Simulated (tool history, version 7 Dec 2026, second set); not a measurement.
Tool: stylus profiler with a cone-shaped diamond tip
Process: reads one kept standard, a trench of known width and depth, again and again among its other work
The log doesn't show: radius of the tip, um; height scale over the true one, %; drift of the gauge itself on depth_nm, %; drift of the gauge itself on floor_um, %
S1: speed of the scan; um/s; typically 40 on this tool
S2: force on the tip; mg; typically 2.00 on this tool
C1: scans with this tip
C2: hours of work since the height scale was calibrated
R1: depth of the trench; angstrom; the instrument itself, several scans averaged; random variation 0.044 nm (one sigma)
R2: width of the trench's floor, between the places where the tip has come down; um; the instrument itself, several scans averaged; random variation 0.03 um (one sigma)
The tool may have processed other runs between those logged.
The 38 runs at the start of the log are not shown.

{"run": 39, "hour": 3215.2, "S1": 146, "S2": 1.79, "C1": 3729, "C2": 414, "R1": 1004.1, "R2": 16.72}
{"run": 40, "hour": 3260.7, "S1": 50, "S2": 1.79, "C1": 3943, "C2": 438, "R1": 1004.1, "R2": 17.53}
{"run": 41, "hour": 3367.8, "S1": 86, "S2": 2.02, "C1": 4449, "C2": 494, "R1": 1004.0, "R2": 17.25}
{"run": 42, "hour": 3425.0, "S1": 64, "S2": 5.64, "C1": 4719, "C2": 524, "R1": 1009.5, "R2": 17.58}
{"run": 43, "hour": 3498.5, "S1": 64, "S2": 5.64, "C1": 5066, "C2": 563, "R1": 1009.3, "R2": 17.53}
{"run": 44, "hour": 3565.9, "S1": 40, "S2": 2.78, "C1": 5383, "C2": 598, "R1": 1005.6, "R2": 17.61}
{"run": 45, "hour": 3643.8, "S1": 40, "S2": 2.28, "C1": 5751, "C2": 639, "R1": 1004.8, "R2": 17.57}
{"run": 46, "hour": 3717.1, "S1": 40, "S2": 2.28, "C1": 6097, "C2": 677, "R1": 1004.0, "R2": 17.54}

Consider 4 possible next runs. They are alternatives, not a sequence: every one starts from the tool as it was left by run 46. What does each give?
{"run": "A", "hour": 3795.8, "S1": 40, "S2": 3.69, "C1": 6468, "C2": 718, "R1": "?", "R2": "?"}
{"run": "B", "hour": 3795.8, "S1": 11, "S2": 1.51, "C1": 6468, "C2": 718, "R1": "?", "R2": "?"}
{"run": "C", "hour": 3795.8, "S1": 131, "S2": 3.52, "C1": 6468, "C2": 718, "R1": "?", "R2": "?"}
{"run": "D", "hour": 3795.8, "S1": 67, "S2": 2.28, "C1": 6468, "C2": 718, "R1": "?", "R2": "?"}

run=A R1=1006.7 R2=17.61
run=B R1=1002.2 R2=17.70
run=C R1=1006.3 R2=17.14
run=D R1=1004.3 R2=17.30
Without the tool's unlogged condition, the same runs would have read:
run=A R1=1009.1 R2=17.82
run=B R1=1004.6 R2=17.92
run=C R1=1008.8 R2=17.35
run=D R1=1006.7 R2=17.52

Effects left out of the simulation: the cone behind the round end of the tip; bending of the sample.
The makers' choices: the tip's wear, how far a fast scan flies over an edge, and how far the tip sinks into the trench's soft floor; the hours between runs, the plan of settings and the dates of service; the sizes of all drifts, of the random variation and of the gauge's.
